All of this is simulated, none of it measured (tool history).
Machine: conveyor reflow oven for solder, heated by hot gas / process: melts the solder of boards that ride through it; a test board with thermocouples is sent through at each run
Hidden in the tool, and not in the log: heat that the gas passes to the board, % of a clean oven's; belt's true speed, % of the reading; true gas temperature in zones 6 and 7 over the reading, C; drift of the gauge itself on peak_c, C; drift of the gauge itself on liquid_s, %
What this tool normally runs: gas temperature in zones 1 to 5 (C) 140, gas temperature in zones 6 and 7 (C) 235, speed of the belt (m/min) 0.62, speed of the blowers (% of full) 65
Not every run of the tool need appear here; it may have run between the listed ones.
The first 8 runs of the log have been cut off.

| run | hour | gas temperature in zones 1 to 5 (C) | gas temperature in zones 6 and 7 (C) | speed of the belt (m/min) | speed of the blowers (% of full) | hours of work since the flux was cleaned out | hours of work since the belt drive was overhauled | hours of work since the thermocouples were changed | highest temperature of the board (C) | time above the solder's melting point (s) |
|---|---|---|---|---|---|---|---|---|---|---|
|  | 462.6 | flux residue cleaned out of gas plates and filters |
| 9 | 492.1 | 140 | 240 | 0.62 | 65 | 15 | 416 | 525 | 221.5 | 46.26 |
| 10 | 557.8 | 140 | 240 | 0.62 | 65 | 50 | 450 | 559 | 221.5 | 46.2 |
| 11 | 635.2 | 140 | 240 | 0.62 | 65 | 90 | 491 | 599 | 221.3 | 46.14 |
| 12 | 705.8 | 140 | 224 | 0.62 | 65 | 127 | 527 | 636 | 207.4 | 37.53 |
| 13 | 782.4 | 140 | 235 | 0.62 | 65 | 166 | 567 | 676 | 217.1 | 43.72 |
| 14 | 845.4 | 140 | 235 | 0.62 | 65 | 199 | 600 | 709 | 217.2 | 43.77 |
| 15 | 908.9 | 140 | 235 | 0.62 | 55 | 232 | 633 | 742 | 214.8 | 42.08 |
| 16 | 983.6 | 140 | 235 | 0.62 | 55 | 271 | 672 | 781 | 214.7 | 42.18 |
|  | 1037.7 | flux residue cleaned out of gas plates and filters |
| 17 | 1048.3 | 140 | 235 | 0.641 | 85 | 6 | 703 | 812 | 219.5 | 43.89 |
| 18 | 1124.7 | 149 | 246 | 0.534 | 84 | 45 | 743 | 852 | 235.7 | 63.63 |
| 19 | 1156.9 | 126 | 250 | 0.577 | 79 | 62 | 760 | 868 | 233.1 | 52.16 |
| 20 | 1228.4 | 151 | 243 | 0.683 | 64 | 99 | 797 | 906 | 222.7 | 45.06 |
| 21 | 1303.4 | 140 | 241 | 0.62 | 53 | 138 | 836 | 945 | 219.5 | 44.72 |
| 22 | 1355.4 | 140 | 245 | 0.62 | 82 | 165 | 863 | 972 | 228.8 | 49.86 |
| 23 | 1396.4 | 139 | 236 | 0.62 | 82 | 187 | 884 | 993 | 220.6 | 45.79 |
| 24 | 1443.5 | 139 | 236 | 0.62 | 82 | 211 | 909 | 1018 | 220.5 | 45.78 |
| 25 | 1521.1 | 139 | 236 | 0.62 | 82 | 252 | 949 | 1058 | 220.8 | 45.97 |
| 26 | 1570.4 | 147 | 248 | 0.585 | 77 | 277 | 975 | 1084 | 233.9 | 56.83 |
|  | 1612.2 | flux residue cleaned out of gas plates and filters |
| 27 | 1621.9 | 144 | 234 | 0.57 | 88 | 5 | 999 | 1108 | 223 | 52.95 |
| 28 | 1659.3 | 140 | 235 | 0.582 | 65 | 25 | 1018 | 1127 | 219 | 48.21 |
| 29 | 1730.3 | 140 | 235 | 0.62 | 69 | 61 | 1055 | 1164 | 218 | 44.22 |
| 30 | 1777.9 | 144 | 246 | 0.546 | 69 | 86 | 1080 | 1189 | 232 | 59.53 |

Here are 3 independent what-if runs from the current tool condition. What would each one return?
| A | 1810.8 | 144 | 239 | 0.546 | 69 | 103 | 1097 | 1206 | ? | ? |
| B | 1810.8 | 148 | 236 | 0.546 | 51 | 103 | 1097 | 1206 | ? | ? |
| C | 1810.8 | 144 | 239 | 0.546 | 52 | 103 | 1097 | 1206 | ? | ? |

| run | highest temperature of the board (C) | time above the solder's melting point (s) |
|---|---|---|
| A | 225.8 | 56.8 |
| B | 220.7 | 54.77 |
| C | 222.7 | 54.82 |
The same runs, with their run-to-run variation unchanged, on a tool lacking any hidden condition would have given:
| run | highest temperature of the board (C) | time above the solder's melting point (s) |
|---|---|---|
| A | 225.9 | 56.81 |
| B | 220.7 | 54.78 |
| C | 222.7 | 54.83 |
